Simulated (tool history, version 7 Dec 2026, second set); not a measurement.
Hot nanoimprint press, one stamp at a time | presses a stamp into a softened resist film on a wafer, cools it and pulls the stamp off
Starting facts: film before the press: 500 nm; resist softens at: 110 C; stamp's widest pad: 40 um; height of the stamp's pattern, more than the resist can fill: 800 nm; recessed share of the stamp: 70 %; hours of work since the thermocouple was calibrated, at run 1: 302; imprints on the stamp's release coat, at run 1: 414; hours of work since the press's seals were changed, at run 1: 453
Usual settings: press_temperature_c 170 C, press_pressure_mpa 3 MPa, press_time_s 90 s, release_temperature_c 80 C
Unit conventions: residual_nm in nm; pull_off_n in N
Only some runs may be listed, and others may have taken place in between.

run   hour  press_temperature_c  press_pressure_mpa  press_time_s  release_temperature_c  hours of work since the thermocouple was calibrated  imprints on the stamp's release coat  hours of work since the press's seals were changed  residual_nm  pull_off_n
  1      0                  170                   3            90                     80                                                  302                                   414                                                 453        202.5         134
  2   10.4                  170                   3            90                     80                                                  310                                   465                                                 460        202.1         132
  3   20.8                  170                   3            90                     80                                                  317                                   517                                                 468        200.7         138
  4   30.3                  170                   3            90                     80                                                  324                                   564                                                 474        200.5         137
  5   49.6                  170                   3            90                     80                                                  338                                   659                                                 488        201.9         139
  6   70.4                  170                   3            90                     80                                                  352                                   762                                                 503        203.5         148
      86.3  -- stamp cleaned and given a new release coat
  7   87.9                  170                   3            90                     80                                                  360                                     7                                                 511        203.4         127
  8    103                  170                   3            90                     80                                                  371                                    82                                                 522          204         129
  9  123.8                  177                   3            90                     80                                                  386                                   185                                                 536        161.8         131
 10  134.9                  177                   3            90                     80                                                  394                                   240                                                 544        162.2         135
 11  150.3                  170                   3            90                     80                                                  405                                   316                                                 555        204.6         134
     163.8  -- plate thermocouple calibrated
 12  164.9                  170                   3            90                     80                                                    1                                   373                                                 563        192.8         131
 13  175.5                  170                3.09            90                     80                                                    8                                   426                                                 571        188.2         128
 14  190.1                  170                3.09            90                     80                                                   19                                   498                                                 581        189.8         133
 15  211.2                  170                2.01           150                     80                                                   34                                   602                                                 596          200         130
 16  231.3                  170                2.01           150                     80                                                   48                                   701                                                 610        196.4         140
 17  240.5                  160                   3            67                     86                                                   54                                   747                                                 617        302.5         119
     259.2  -- stamp cleaned and given a new release coat
 18  268.5                  170                   3           147                     79                                                   70                                    47                                                 633        162.9         127
 19  278.6                  170                   3           147                     79                                                   77                                    96                                                 640          163         123
 20  296.1                  174                   3            66                     80                                                   89                                   183                                                 652        193.1         123
 21  306.4                  170                   3           144                     80                                                   97                                   233                                                 659        163.4         126
 22  321.3                  181                 2.6           107                     80                                                  107                                   307                                                 670        138.3         134
 23    331                  171                3.36            52                     80                                                  114                                   355                                                 677        218.8         123
 24  345.7                  169                   3            97                     80                                                  125                                   428                                                 687        195.2         135
 25  367.5                  170                4.11           109                     80                                                  140                                   535                                                 703        154.1         132
 26  388.7                  176                4.52           119                     85                                                  155                                   640                                                 718        115.3         120
 27  409.2                  170                2.32           154                     69                                                  170                                   742                                                 732        186.4         178

Each row is a separate what-if for the run after 27, all from the same tool condition, not one after another. Results?
  A  420.2                  163                4.13           154                     85                                                  177                                   796                                                 740            ?           ?
  B  420.2                  170                2.21            90                     86                                                  177                                   796                                                 740            ?           ?
  C  420.2                  181                4.53            93                     80                                                  177                                   796                                                 740            ?           ?

run  residual_nm  pull_off_n
  A          177         124
  B        232.5         122
  C        109.7         144
Without the tool's hidden state the same runs would have given:
run  residual_nm  pull_off_n
  A        168.9         108
  B        224.5         106
  C        105.2         126
